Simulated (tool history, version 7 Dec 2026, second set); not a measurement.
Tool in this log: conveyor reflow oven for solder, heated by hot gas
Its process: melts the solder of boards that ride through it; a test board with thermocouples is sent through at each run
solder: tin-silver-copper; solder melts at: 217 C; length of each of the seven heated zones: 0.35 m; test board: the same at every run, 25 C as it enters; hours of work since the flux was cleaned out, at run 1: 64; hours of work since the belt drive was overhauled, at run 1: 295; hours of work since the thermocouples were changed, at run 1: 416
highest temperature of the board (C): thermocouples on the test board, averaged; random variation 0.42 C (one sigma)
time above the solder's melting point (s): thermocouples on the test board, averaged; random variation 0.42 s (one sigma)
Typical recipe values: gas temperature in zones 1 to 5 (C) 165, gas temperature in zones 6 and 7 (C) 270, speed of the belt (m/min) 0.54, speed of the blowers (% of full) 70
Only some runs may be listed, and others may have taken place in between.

run,hour,gas temperature in zones 1 to 5 (C),gas temperature in zones 6 and 7 (C),speed of the belt (m/min),speed of the blowers (% of full),hours of work since the flux was cleaned out,hours of work since the belt drive was overhauled,hours of work since the thermocouples were changed,highest temperature of the board (C),time above the solder's melting point (s)
1,0,165,270,0.54,70,64,295,416,258.8,60.2
2,66.8,165,270,0.54,70,105,337,457,257.9,60.8
3,151.3,165,270,0.504,70,156,388,509,260,66.5
4,225.8,165,270,0.504,70,202,434,555,259.8,66.4
5,274.9,165,270,0.459,70,232,464,585,262.6,75.8
# hour 310: flux residue cleaned out of gas plates and filters
6,342.7,165,270,0.459,70,20,503,624,263.6,76.6
7,395.7,165,270,0.459,70,53,535,656,263.5,76.6
8,476.7,165,270,0.459,70,102,585,706,263.4,76.8
9,560,165,270,0.459,70,153,636,757,263.2,76.2
10,615.1,165,270,0.459,70,187,670,791,263.5,76.6
11,689.5,165,270,0.54,70,233,716,837,258.9,61.6
# hour 722.3: flux residue cleaned out of gas plates and filters
12,773.5,165,270,0.54,70,31,764,885,259.9,62.2
13,825,165,270,0.54,84,63,796,917,261.5,63.8
14,877.4,165,270,0.54,70,95,828,949,259.6,61.9
15,949.6,165,270,0.54,70,140,873,993,259.9,61.8
16,1025.9,179,270,0.54,86,186,919,1040,264.6,70.7
17,1065.2,165,259,0.54,69,211,943,1064,249.7,56.1
# hour 1072: thermocouples of zones 6 and 7 changed
# hour 1137: flux residue cleaned out of gas plates and filters
18,1137.2,165,259,0.54,69,0,983,37,246.8,53.1
19,1179.9,174,259,0.54,69,26,1010,63,247.9,57.9
20,1221.6,174,259,0.54,69,52,1035,89,248.8,58.5
21,1287.8,174,263,0.54,69,93,1076,129,251.9,60.3
22,1365.4,151,259,0.54,69,140,1124,177,245.4,47.9
# hour 1412.9: belt drive overhauled, speed set with a stopwatch
23,1446.2,151,277,0.476,69,187,20,224,265.4,69.5
24,1508.3,165,280,0.641,50,226,59,262,254.7,46.4
# hour 1552.9: flux residue cleaned out of gas plates and filters
25,1580.6,165,284,0.54,70,17,100,304,269.9,67.3
26,1631,165,278,0.43,70,48,131,335,271.4,84.4
27,1669,152,268,0.596,62,71,154,358,248.1,43.4
28,1728.3,164,270,0.54,70,108,191,394,257,59.6
29,1769.9,155,279,0.601,54,133,216,420,256.1,49.5

Consider 4 possible next runs. They are alternatives, not a sequence: every one starts from the tool as it was left by run 29. What does each give?
A,1811.6,178,279,0.601,54,159,242,446,?,?
B,1811.6,157,270,0.464,54,159,242,446,?,?
C,1811.6,165,270,0.432,71,159,242,446,?,?
D,1811.6,158,275,0.601,54,159,242,446,?,?

run,highest temperature of the board (C),time above the solder's melting point (s)
A,261.7,58
B,258.7,68.6
C,263.1,81
D,254.4,48.5
The same runs, with their run-to-run variation unchanged, on a tool lacking any hidden condition would have given:
run,highest temperature of the board (C),time above the solder's melting point (s)
A,260.4,57
B,257.3,67.3
C,261.7,79.8
D,253.2,47.4
